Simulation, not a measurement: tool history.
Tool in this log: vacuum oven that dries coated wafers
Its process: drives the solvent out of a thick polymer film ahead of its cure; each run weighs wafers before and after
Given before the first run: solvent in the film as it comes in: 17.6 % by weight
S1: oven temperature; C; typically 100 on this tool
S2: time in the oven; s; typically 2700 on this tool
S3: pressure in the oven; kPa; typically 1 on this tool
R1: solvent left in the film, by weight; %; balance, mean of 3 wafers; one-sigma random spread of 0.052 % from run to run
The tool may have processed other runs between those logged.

Run 1, hour 0: usual settings. Result: R1 1.57 %.
Run 2, hour 11.2: usual settings. Result: R1 1.55 %.
Run 3, hour 23.5: usual settings but S1 106 C. Result: R1 0.92 %.
Run 4, hour 36.7: usual settings but S1 106 C. Result: R1 1.01 %.
Run 5, hour 49.8: usual settings but S3 2.41 kPa. Result: R1 2.87 %.
Run 6, hour 63.2: usual settings but S3 2.41 kPa. Result: R1 2.92 %.
Run 7, hour 70.4: usual settings but S3 2.41 kPa. Result: R1 2.81 %.
Run 8, hour 81.2: usual settings but S3 2.41 kPa. Result: R1 2.89 %.
Run 9, hour 92.4: usual settings but S3 2.41 kPa. Result: R1 2.85 %.
Run 10, hour 100.7: usual settings but S1 103 C. Result: R1 1.18 %.
Run 11, hour 111.2: usual settings. Result: R1 1.66 %.
Run 12, hour 122.7: usual settings but S2 4800 s. Result: R1 1.02 %.
Run 13, hour 128.8: usual settings but S2 4800 s. Result: R1 1.03 %.
At hour 134.1: oven's thermocouples calibrated.
Run 14, hour 140.2: usual settings but S2 4800 s. Result: R1 1 %.
Run 15, hour 148.2: usual settings but S2 4800 s. Result: R1 0.94 %.
Run 16, hour 159.9: usual settings but S2 4800 s. Result: R1 0.94 %.
Run 17, hour 165.9: usual settings but S1 111 C. Result: R1 0.66 %.
Run 18, hour 175.5: usual settings but S1 111 C. Result: R1 0.69 %.
Run 19, hour 184.5: usual settings but S1 111 C. Result: R1 0.65 %.
Run 20, hour 193.1: usual settings but S1 111 C. Result: R1 0.75 %.
Run 21, hour 205.9: usual settings but S1 111 C. Result: R1 0.75 %.
Run 22, hour 214.6: usual settings but S1 90 C, S2 2580 s, S3 1.06 kPa. Result: R1 4.3 %.
Run 23, hour 222.2: usual settings but S1 103 C, S3 0.62 kPa. Result: R1 0.87 %.
Run 24, hour 228.8: usual settings but S1 94 C, S2 3480 s, S3 1.46 kPa. Result: R1 2.44 %.
Run 25, hour 236.1: usual settings but S1 94 C, S2 3480 s, S3 1.46 kPa. Result: R1 2.61 %.
Run 26, hour 248.2: usual settings but S2 4140 s. Result: R1 1.18 %.
Run 27, hour 259.6: usual settings but S1 97 C, S2 2460 s, S3 0.74 kPa. Result: R1 2.08 %.
Run 28, hour 268.4: usual settings but S1 102 C, S2 1620 s. Result: R1 2.3 %.
Run 29, hour 281.5: usual settings but S1 92 C, S2 3780 s, S3 0.68 kPa. Result: R1 1.95 %.
Run 30, hour 294.3: usual settings but S1 92 C, S2 3780 s, S3 0.68 kPa. Result: R1 2.02 %.
Run 31, hour 305.5: usual settings but S2 4680 s, S3 0.82 kPa. Result: R1 0.87 %.
Run 32, hour 316.7: usual settings but S1 110 C, S2 4680 s, S3 0.82 kPa. Result: R1 0.56 %.
Run 33, hour 328.9: usual settings but S1 103 C, S2 1680 s, S3 0.96 kPa. Result: R1 2.02 %.
Run 34, hour 337.5: usual settings but S1 104 C, S2 3540 s, S3 3.35 kPa. Result: R1 2.75 %.
Run 35, hour 350.6: usual settings but S1 104 C, S2 3540 s, S3 3.35 kPa. Result: R1 2.74 %.
Run 36, hour 363.9: usual settings but S1 104 C, S2 3540 s, S3 3.35 kPa. Result: R1 2.84 %.
Run 37, hour 371.2: usual settings but S1 114 C. Result: R1 0.66 %.
Run 38, hour 382.9: usual settings but S1 114 C. Result: R1 0.59 %.

Selected run-to-run steps in R1, each split into two signed amounts: the part the tool would show with no hidden state at all (from settings, incoming material and random variation), and the remainder, which goes to the hidden state together with any gauge scatter not common to the measured and the hidden-state-free results:
Unlogged tool condition in this case: true wafer temperature over the reading, C; true pressure over the reading, kPa; drift of the gauge itself on solvent_pct, %.
Run 2 -> 3: S1 100 -> 106. R1 -0.63 %: hidden state -0.07, all else -0.56.
Run 4 -> 5: S1 106 -> 100, S3 1 -> 2.41. R1 +1.86 %: hidden state +0.1, all else +1.76.
Run 11 -> 12: S2 2700 -> 4800. R1 -0.64 %: hidden state -0.08, all else -0.56.
Run 21 -> 22: S1 111 -> 90, S2 2700 -> 2580, S3 1 -> 1.06. R1 +3.55 %: hidden state +0, all else +3.55.
Run 22 -> 23: S1 90 -> 103, S2 2580 -> 2700, S3 1.06 -> 0.62. R1 -3.43 %: hidden state +0.01, all else -3.44.
Run 36 -> 37: S1 104 -> 114, S2 3540 -> 2700, S3 3.35 -> 1. R1 -2.18 %: hidden state -0.02, all else -2.16.
